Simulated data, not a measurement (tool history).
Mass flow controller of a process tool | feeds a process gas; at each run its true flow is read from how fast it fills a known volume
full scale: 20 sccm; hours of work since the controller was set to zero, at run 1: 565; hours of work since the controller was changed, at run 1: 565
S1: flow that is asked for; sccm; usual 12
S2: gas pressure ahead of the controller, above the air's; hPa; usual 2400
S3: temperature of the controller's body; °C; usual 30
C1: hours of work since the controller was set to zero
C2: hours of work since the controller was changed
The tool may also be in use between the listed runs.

{"run": 1, "day": 0.0, "S1": 12, "S2": 2400, "S3": 30, "C1": 565, "C2": 565, "true flow (%)": 99.59}
{"run": 2, "day": 5.542, "S1": 6, "S2": 2400, "S3": 30, "C1": 636, "C2": 636, "true flow (%)": 99.18}
{"run": 3, "day": 11.05, "S1": 6, "S2": 2400, "S3": 30, "C1": 707, "C2": 707, "true flow (%)": 99.21}
{"run": 4, "day": 14.771, "S1": 6, "S2": 2400, "S3": 30, "C1": 755, "C2": 755, "true flow (%)": 99.38}
{"run": 5, "day": 19.65, "S1": 8, "S2": 2400, "S3": 30, "C1": 818, "C2": 818, "true flow (%)": 99.25}
{"run": 6, "day": 22.829, "S1": 12, "S2": 2400, "S3": 30, "C1": 859, "C2": 859, "true flow (%)": 99.44}
{"run": 7, "day": 25.654, "S1": 12, "S2": 2400, "S3": 30, "C1": 895, "C2": 895, "true flow (%)": 99.51}
{"run": 8, "day": 29.917, "S1": 10, "S2": 2400, "S3": 30, "C1": 950, "C2": 950, "true flow (%)": 99.35}
{"run": 9, "day": 34.546, "S1": 12, "S2": 2400, "S3": 30, "C1": 1010, "C2": 1010, "true flow (%)": 99.54}
{"run": 10, "day": 36.804, "S1": 12, "S2": 2400, "S3": 30, "C1": 1039, "C2": 1039, "true flow (%)": 99.34}
{"run": 11, "day": 42.012, "S1": 12, "S2": 2400, "S3": 30, "C1": 1106, "C2": 1106, "true flow (%)": 99.43}
{"run": 12, "day": 47.033, "S1": 12, "S2": 2400, "S3": 30, "C1": 1170, "C2": 1170, "true flow (%)": 99.46}
{"run": 13, "day": 50.925, "S1": 12, "S2": 2400, "S3": 30, "C1": 1221, "C2": 1221, "true flow (%)": 99.63}
{"run": 14, "day": 54.575, "S1": 12, "S2": 1880, "S3": 27, "C1": 1268, "C2": 1268, "true flow (%)": 99.18}
{"run": 15, "day": 58.117, "S1": 6, "S2": 1890, "S3": 28, "C1": 1313, "C2": 1313, "true flow (%)": 98.97}
{"run": 16, "day": 61.154, "S1": 6, "S2": 1890, "S3": 28, "C1": 1352, "C2": 1352, "true flow (%)": 99.06}
{"day": 61.475, "done": "controller's zero set anew"}
{"run": 17, "day": 66.5, "S1": 15, "S2": 1830, "S3": 31, "C1": 65, "C2": 1421, "true flow (%)": 99.85}
{"run": 18, "day": 69.029, "S1": 11, "S2": 2300, "S3": 30, "C1": 97, "C2": 1454, "true flow (%)": 99.64}
{"run": 19, "day": 72.725, "S1": 11, "S2": 2300, "S3": 30, "C1": 145, "C2": 1501, "true flow (%)": 99.51}
{"run": 20, "day": 75.992, "S1": 11, "S2": 2300, "S3": 30, "C1": 187, "C2": 1543, "true flow (%)": 99.57}
{"run": 21, "day": 79.125, "S1": 12, "S2": 1590, "S3": 30, "C1": 227, "C2": 1584, "true flow (%)": 99.55}
{"run": 22, "day": 82.738, "S1": 12, "S2": 1590, "S3": 30, "C1": 274, "C2": 1630, "true flow (%)": 99.65}
{"run": 23, "day": 85.646, "S1": 3, "S2": 2730, "S3": 22, "C1": 311, "C2": 1668, "true flow (%)": 101.32}
{"run": 24, "day": 88.075, "S1": 10, "S2": 1520, "S3": 24, "C1": 343, "C2": 1699, "true flow (%)": 98.88}
{"run": 25, "day": 93.438, "S1": 10, "S2": 1520, "S3": 24, "C1": 412, "C2": 1768, "true flow (%)": 98.67}

Measured less the same run without the tool's hidden state. The same run-to-run variation is in both; the gauge's scatter may not be:
The hidden state here: flow at rest that the sensor doesn't see, % of full scale; true flow over the shown one, %; drift of the gauge itself on true_pct, %.
run=1 true_flow_(%)=-0.01
run=2 true_flow_(%)=+0.35
run=3 true_flow_(%)=+0.37
run=4 true_flow_(%)=+0.38
run=5 true_flow_(%)=+0.17
run=6 true_flow_(%)=-0.08
run=7 true_flow_(%)=-0.09
run=8 true_flow_(%)=+0.01
run=9 true_flow_(%)=-0.11
run=10 true_flow_(%)=-0.12
run=11 true_flow_(%)=-0.14
run=12 true_flow_(%)=-0.15
run=13 true_flow_(%)=-0.16
run=14 true_flow_(%)=-0.17
run=15 true_flow_(%)=+0.54
run=16 true_flow_(%)=+0.55
run=17 true_flow_(%)=-0.13
run=18 true_flow_(%)=+0.17
run=19 true_flow_(%)=+0.16
run=20 true_flow_(%)=+0.15
run=21 true_flow_(%)=+0.04
run=22 true_flow_(%)=+0.03
run=23 true_flow_(%)=+3.55
run=24 true_flow_(%)=+0.26
run=25 true_flow_(%)=+0.25
